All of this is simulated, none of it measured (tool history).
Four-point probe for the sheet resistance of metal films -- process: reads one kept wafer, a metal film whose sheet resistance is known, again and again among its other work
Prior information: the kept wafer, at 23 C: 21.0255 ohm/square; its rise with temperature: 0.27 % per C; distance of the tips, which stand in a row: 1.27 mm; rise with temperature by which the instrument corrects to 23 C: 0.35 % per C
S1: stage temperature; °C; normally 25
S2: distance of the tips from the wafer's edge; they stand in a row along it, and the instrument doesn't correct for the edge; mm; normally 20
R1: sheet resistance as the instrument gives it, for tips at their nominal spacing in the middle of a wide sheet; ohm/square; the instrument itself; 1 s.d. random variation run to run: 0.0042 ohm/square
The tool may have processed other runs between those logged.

{"run": 1, "hour": 0.0, "S1": 25, "S2": 20, "R1": 21.003277}
{"run": 2, "hour": 109.3, "S1": 25, "S2": 20, "R1": 20.987545}
{"run": 3, "hour": 178.0, "S1": 25, "S2": 20, "R1": 20.990923}
{"run": 4, "hour": 228.6, "S1": 25, "S2": 20, "R1": 20.992715}
{"run": 5, "hour": 343.8, "S1": 25, "S2": 20, "R1": 20.985658}
{"run": 6, "hour": 400.6, "S1": 19, "S2": 20, "R1": 21.08404}
{"run": 7, "hour": 477.7, "S1": 19, "S2": 20, "R1": 21.082052}
{"run": 8, "hour": 595.9, "S1": 25, "S2": 46, "R1": 20.931681}
{"run": 9, "hour": 674.6, "S1": 29, "S2": 20, "R1": 20.905531}
{"run": 10, "hour": 779.1, "S1": 25, "S2": 3, "R1": 22.745967}
{"run": 11, "hour": 838.9, "S1": 25, "S2": 66, "R1": 20.922353}
{"run": 12, "hour": 938.9, "S1": 25, "S2": 66, "R1": 20.913408}
{"run": 13, "hour": 1013.0, "S1": 25, "S2": 66, "R1": 20.904325}
{"run": 14, "hour": 1062.3, "S1": 25, "S2": 66, "R1": 20.916336}
{"run": 15, "hour": 1145.8, "S1": 25, "S2": 66, "R1": 20.916957}
{"run": 16, "hour": 1235.0, "S1": 25, "S2": 20, "R1": 20.937698}
{"run": 17, "hour": 1314.5, "S1": 25, "S2": 20, "R1": 20.948214}
{"run": 18, "hour": 1380.2, "S1": 25, "S2": 5, "R1": 21.583008}
{"run": 19, "hour": 1441.5, "S1": 25, "S2": 5, "R1": 21.587006}
{"run": 20, "hour": 1505.4, "S1": 25, "S2": 5, "R1": 21.582077}
{"run": 21, "hour": 1603.5, "S1": 25, "S2": 5, "R1": 21.586562}
{"run": 22, "hour": 1693.5, "S1": 25, "S2": 5, "R1": 21.574944}
{"run": 23, "hour": 1796.5, "S1": 20, "S2": 38, "R1": 20.97249}
{"run": 24, "hour": 1914.7, "S1": 19, "S2": 26, "R1": 21.000085}
{"hour": 1924.9, "done": "stage's thermometer calibrated"}
{"hour": 1995.7, "done": "new probe head fitted"}
{"run": 25, "hour": 2005.6, "S1": 34, "S2": 43, "R1": 20.914166}
{"run": 26, "hour": 2062.1, "S1": 33, "S2": 4, "R1": 21.992127}
{"run": 27, "hour": 2109.9, "S1": 20, "S2": 18, "R1": 21.200584}
{"run": 28, "hour": 2175.0, "S1": 28, "S2": 4, "R1": 22.075745}
{"hour": 2260.6, "done": "stage's thermometer calibrated, once more"}
{"run": 29, "hour": 2288.7, "S1": 25, "S2": 17, "R1": 21.09893}
{"run": 30, "hour": 2391.4, "S1": 19, "S2": 33, "R1": 21.146854}
{"run": 31, "hour": 2469.8, "S1": 19, "S2": 33, "R1": 21.140914}
{"run": 32, "hour": 2529.0, "S1": 30, "S2": 5, "R1": 21.647687}
{"run": 33, "hour": 2638.1, "S1": 30, "S2": 5, "R1": 21.626228}
{"run": 34, "hour": 2698.7, "S1": 30, "S2": 5, "R1": 21.625654}
{"run": 35, "hour": 2812.3, "S1": 23, "S2": 4, "R1": 22.12252}
{"run": 36, "hour": 2881.0, "S1": 28, "S2": 40, "R1": 20.961243}
{"run": 37, "hour": 2975.6, "S1": 28, "S2": 40, "R1": 20.953551}
{"run": 38, "hour": 3070.5, "S1": 34, "S2": 12, "R1": 20.981575}
{"run": 39, "hour": 3132.5, "S1": 25, "S2": 11, "R1": 21.132671}
{"run": 40, "hour": 3191.1, "S1": 34, "S2": 5, "R1": 21.543059}
{"run": 41, "hour": 3280.1, "S1": 34, "S2": 5, "R1": 21.539109}
{"run": 42, "hour": 3346.9, "S1": 34, "S2": 5, "R1": 21.536275}
{"run": 43, "hour": 3448.7, "S1": 34, "S2": 5, "R1": 21.525131}
{"run": 44, "hour": 3548.5, "S1": 28, "S2": 15, "R1": 21.005426}

Forecast each of these 4 alternatives for the next run:
{"run": "A", "hour": 3666.3, "S1": 33, "S2": 12, "R1": "?"}
{"run": "B", "hour": 3666.3, "S1": 33, "S2": 7, "R1": "?"}
{"run": "C", "hour": 3666.3, "S1": 23, "S2": 3, "R1": "?"}
{"run": "D", "hour": 3666.3, "S1": 19, "S2": 12, "R1": "?"}

run=A R1=20.962861
run=B R1=21.207011
run=C R1=22.830774
run=D R1=21.199304
Without the tool's unlogged condition, the same runs would have read:
run=A R1=20.985184
run=B R1=21.229565
run=C R1=22.854542
run=D R1=21.221488
